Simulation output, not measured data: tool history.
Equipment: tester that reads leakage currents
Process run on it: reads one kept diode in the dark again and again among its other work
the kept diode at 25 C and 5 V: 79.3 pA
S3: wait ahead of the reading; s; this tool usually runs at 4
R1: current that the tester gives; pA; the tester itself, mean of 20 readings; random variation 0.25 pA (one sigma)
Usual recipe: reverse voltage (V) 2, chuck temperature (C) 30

Run 1, hour 0: usual settings. Result: R1 84.08 pA.
Run 2, hour 41.5: usual settings. Result: R1 84.23 pA.
Run 3, hour 103.2: usual settings. Result: R1 83.71 pA.
Run 4, hour 156.3: usual settings. Result: R1 83.8 pA.
Run 5, hour 214.8: usual settings. Result: R1 83.89 pA.
Run 6, hour 247: usual settings but reverse voltage (V) 8.25. Result: R1 144.69 pA.
Run 7, hour 284.3: usual settings but reverse voltage (V) 8.25, S3 8.15 s. Result: R1 144.94 pA.
Run 8, hour 344.5: usual settings but S3 3.91 s. Result: R1 84.75 pA.
Run 9, hour 381.4: usual settings but S3 3.91 s. Result: R1 84.64 pA.
Run 10, hour 414.5: usual settings but S3 3.91 s. Result: R1 85.09 pA.
Run 11, hour 473: usual settings but S3 2.15 s. Result: R1 84.99 pA.
Run 12, hour 540.1: usual settings. Result: R1 85.45 pA.
Run 13, hour 579.9: usual settings but chuck temperature (C) 22. Result: R1 47.75 pA.
Run 14, hour 633.9: usual settings but chuck temperature (C) 22. Result: R1 47.72 pA.
Run 15, hour 700.2: usual settings but chuck temperature (C) 22. Result: R1 48.37 pA.
Run 16, hour 760.2: usual settings but chuck temperature (C) 22. Result: R1 48.07 pA.
Run 17, hour 816.6: usual settings but chuck temperature (C) 22. Result: R1 48.79 pA.
Run 18, hour 885.6: usual settings but chuck temperature (C) 21. Result: R1 45.35 pA.
Run 19, hour 924.9: usual settings but chuck temperature (C) 21. Result: R1 45.38 pA.
Run 20, hour 964.6: usual settings but chuck temperature (C) 21. Result: R1 45.3 pA.
Run 21, hour 1024.7: usual settings but chuck temperature (C) 21. Result: R1 45.73 pA.
Run 22, hour 1091: usual settings but reverse voltage (V) 17.58, chuck temperature (C) 42. Result: R1 456.51 pA.
Run 23, hour 1122.7: usual settings but reverse voltage (V) 17.58, chuck temperature (C) 42, S3 3.17 s. Result: R1 453.55 pA.
Run 24, hour 1187.9: usual settings but reverse voltage (V) 17.58, chuck temperature (C) 42, S3 3.17 s. Result: R1 460.28 pA.
Run 25, hour 1258.6: usual settings but reverse voltage (V) 17.58, chuck temperature (C) 42, S3 3.17 s. Result: R1 440.8 pA.
Run 26, hour 1327.2: usual settings but reverse voltage (V) 2.37, chuck temperature (C) 37, S3 8.25 s. Result: R1 149.76 pA.
Run 27, hour 1369.5: usual settings but reverse voltage (V) 1.19, chuck temperature (C) 21, S3 6.14 s. Result: R1 36.55 pA.
Run 28, hour 1430.7: usual settings but reverse voltage (V) 2.82, chuck temperature (C) 47, S3 0.61 s. Result: R1 310.99 pA.
Run 29, hour 1461.3: usual settings but reverse voltage (V) 2.82, chuck temperature (C) 47, S3 0.61 s. Result: R1 310.93 pA.
Run 30, hour 1517.2: usual settings but reverse voltage (V) 7.09, chuck temperature (C) 57, S3 9.86 s. Result: R1 819.09 pA.
Run 31, hour 1563.2: usual settings but reverse voltage (V) 7.09, chuck temperature (C) 57, S3 9.86 s. Result: R1 821.04 pA.
Run 32, hour 1625.7: usual settings but reverse voltage (V) 8.49, chuck temperature (C) 27, S3 4.46 s. Result: R1 122.18 pA.
Run 33, hour 1667.2: usual settings but reverse voltage (V) 19.6. Result: R1 208.39 pA.
Run 34, hour 1697.4: usual settings but reverse voltage (V) 2.55, chuck temperature (C) 57. Result: R1 560.28 pA.
Run 35, hour 1753.2: usual settings but reverse voltage (V) 1.8, chuck temperature (C) 36, S3 0.65 s. Result: R1 128.12 pA.
Run 36, hour 1794: usual settings but reverse voltage (V) 3.69, chuck temperature (C) 39, S3 8.1 s. Result: R1 206.11 pA.
Run 37, hour 1840.7: usual settings but reverse voltage (V) 3.6, chuck temperature (C) 41, S3 8.1 s. Result: R1 232.65 pA.
Run 38, hour 1871.4: usual settings but reverse voltage (V) 3.57, chuck temperature (C) 41, S3 8.1 s. Result: R1 231.66 pA.
Run 39, hour 1922.9: usual settings but reverse voltage (V) 3.57, chuck temperature (C) 41, S3 8.1 s. Result: R1 233.28 pA.
Run 40, hour 1958: usual settings but reverse voltage (V) 14.9, chuck temperature (C) 23, S3 9.26 s. Result: R1 117.52 pA.

Removed from this log: 1 entry logged between the listed runs. Between which two listed runs does each belong, and how does the tool's hidden state at the listed run before it compare with that at the listed run after it?
Runs 24 to 25: probe card cleaned and baked (hour 1222.3)
  stray current of the dirty probe card, pA a volt: 0.975 -> 0.044; current scale over the true one, %: 0.07 -> 0.08; true chuck temperature over the reading, C: 0.67 -> 0.69
  measured minus no-state result, R1: +36.46 -> +20.44 pA

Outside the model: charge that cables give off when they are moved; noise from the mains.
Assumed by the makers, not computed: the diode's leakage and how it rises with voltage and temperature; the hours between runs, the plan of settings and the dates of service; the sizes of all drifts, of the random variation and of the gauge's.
